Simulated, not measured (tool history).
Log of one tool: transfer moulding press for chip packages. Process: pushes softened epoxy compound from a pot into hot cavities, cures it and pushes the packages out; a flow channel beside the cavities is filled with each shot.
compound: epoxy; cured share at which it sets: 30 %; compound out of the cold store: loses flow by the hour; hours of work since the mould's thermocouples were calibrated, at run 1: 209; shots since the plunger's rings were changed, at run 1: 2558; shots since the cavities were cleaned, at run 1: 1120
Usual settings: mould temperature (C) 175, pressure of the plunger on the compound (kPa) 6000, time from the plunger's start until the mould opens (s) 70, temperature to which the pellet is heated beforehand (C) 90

run   hour  mould temperature (C)  pressure of the plunger on the compound (kPa)  time from the plunger's start until the mould opens (s)  temperature to which the pellet is heated beforehand (C)  hours of work since the mould's thermocouples were calibrated  shots since the plunger's rings were changed  shots since the cavities were cleaned  incoming compound's hours out of the cold store  length that the compound runs in the flow channel (mm)  greatest force on the pins that push the packages out (N)
  1      0                    175                                           6000                                                       70                                                        90                                                            209                                          2558                                   1120                                             36.9                                                     532                                                        453
       4.7  -- cavities cleaned with cleaning compound and waxed
  2   18.7                    175                                           6000                                                       70                                                        90                                                            223                                          2847                                    235                                             21.3                                                     567                                                        324
  3   29.3                    175                                           6200                                                       70                                                        90                                                            231                                          3024                                    412                                             20.6                                                     581                                                        367
  4   40.6                    175                                           6200                                                       70                                                        90                                                            240                                          3213                                    601                                             45.7                                                     510                                                        376
  5   52.8                    175                                           6200                                                       70                                                        90                                                            249                                          3418                                    806                                             39.8                                                     526                                                        406
  6   61.4                    175                                           6000                                                       70                                                        90                                                            256                                          3563                                    951                                             19.6                                                     569                                                        443
      76.2  -- cavities cleaned with cleaning compound and waxed
  7   78.2                    175                                           6000                                                       70                                                        90                                                            268                                          3819                                     34                                              9.6                                                     598                                                        278
  8   95.8                    175                                           6000                                                       70                                                        90                                                            282                                          4113                                    328                                             23.2                                                     554                                                        345
  9  107.3                    175                                           6000                                                       70                                                        90                                                            291                                          4306                                    521                                             30.3                                                     538                                                        369
 10  115.5                    175                                           6000                                                       70                                                        90                                                            298                                          4443                                    658                                             38.4                                                     511                                                        399
 11  125.6                    175                                           6000                                                       70                                                        90                                                            306                                          4612                                    827                                             27.6                                                     539                                                        432
 12    141                    175                                           4990                                                       70                                                        90                                                            318                                          4870                                   1085                                             30.5                                                     480                                                        433
       147  -- cavities cleaned with cleaning compound and waxed
     153.7  -- plunger's sealing rings changed
 13  158.2                    175                                           6000                                                       70                                                        90                                                            328                                            75                                    145                                               37                                                     552                                                        287
 14  177.3                    175                                           6000                                                       70                                                        90                                                            343                                           395                                    465                                             44.4                                                     537                                                        355
 15  194.7                    175                                           6590                                                       70                                                        90                                                            357                                           686                                    756                                             44.2                                                     558                                                        391
 16  213.3                    175                                           6590                                                       70                                                        90                                                            371                                           999                                   1069                                             42.7                                                     558                                                        423
       221  -- cavities cleaned with cleaning compound and waxed
 17  228.8                    175                                           5310                                                       62                                                        86                                                            383                                          1233                                    130                                             41.1                                                     506                                                        378
     238.3  -- mould's thermocouples calibrated
 18  244.5                    175                                           5530                                                       70                                                        90                                                              5                                          1462                                    359                                             20.5                                                     569                                                        366
 19  253.2                    172                                           5440                                                       70                                                        90                                                             12                                          1607                                    504                                             10.7                                                     591                                                        518
 20  268.8                    175                                           6000                                                       55                                                        90                                                             24                                          1869                                    766                                             36.2                                                     541                                                        776
 21  279.4                    175                                           5200                                                       55                                                        89                                                             32                                          2047                                    944                                             32.2                                                     516                                                        847
 22  289.1                    175                                           5200                                                       56                                                        82                                                             40                                          2210                                   1107                                             12.5                                                     566                                                        891
     293.5  -- cavities cleaned with cleaning compound and waxed
 23  303.7                    176                                           6000                                                       70                                                        90                                                             50                                          2429                                    170                                             41.7                                                     524                                                        286
 24  314.2                    181                                           5820                                                       80                                                        99                                                             59                                          2605                                    346                                             23.9                                                     546                                                        245
 25    334                    175                                           6830                                                       70                                                        84                                                             74                                          2937                                    678                                               36                                                     570                                                        425
 26  344.5                    175                                           6830                                                       70                                                        84                                                             82                                          3113                                    854                                             11.1                                                     638                                                        450
 27  356.5                    175                                           5880                                                       60                                                        87                                                             92                                          3314                                   1055                                             31.2                                                     538                                                        689
     363.8  -- cavities cleaned with cleaning compound and waxed
 28  377.5                    175                                           5880                                                       60                                                        87                                                            107                                          3640                                    230                                             46.2                                                     495                                                        446

5 ways to go on from here, each from the tool as it stands after run 28. What would each give?
  A  389.8                    168                                           6360                                                       86                                                        90                                                            117                                          3846                                    436                                             35.6                                                       ?                                                          ?
  B  389.8                    175                                           5880                                                      104                                                        87                                                            117                                          3846                                    436                                             30.5                                                       ?                                                          ?
  C  389.8                    175                                           5570                                                       75                                                        83                                                            117                                          3846                                    436                                             27.8                                                       ?                                                          ?
  D  389.8                    175                                           6000                                                       56                                                        92                                                            117                                          3846                                    436                                             22.4                                                       ?                                                          ?
  E  389.8                    175                                           6300                                                       50                                                        87                                                            117                                          3846                                    436                                             41.4                                                       ?                                                          ?

run  length that the compound runs in the flow channel (mm)  greatest force on the pins that push the packages out (N)
  A                                                     557                                                        377
  B                                                     535                                                        265
  C                                                     532                                                        329
  D                                                     562                                                        679
  E                                                     532                                                        823
Without the tool's hidden state the same runs would have given:
run  length that the compound runs in the flow channel (mm)  greatest force on the pins that push the packages out (N)
  A                                                     589                                                        252
  B                                                     566                                                        179
  C                                                     562                                                        220
  D                                                     595                                                        458
  E                                                     562                                                        555

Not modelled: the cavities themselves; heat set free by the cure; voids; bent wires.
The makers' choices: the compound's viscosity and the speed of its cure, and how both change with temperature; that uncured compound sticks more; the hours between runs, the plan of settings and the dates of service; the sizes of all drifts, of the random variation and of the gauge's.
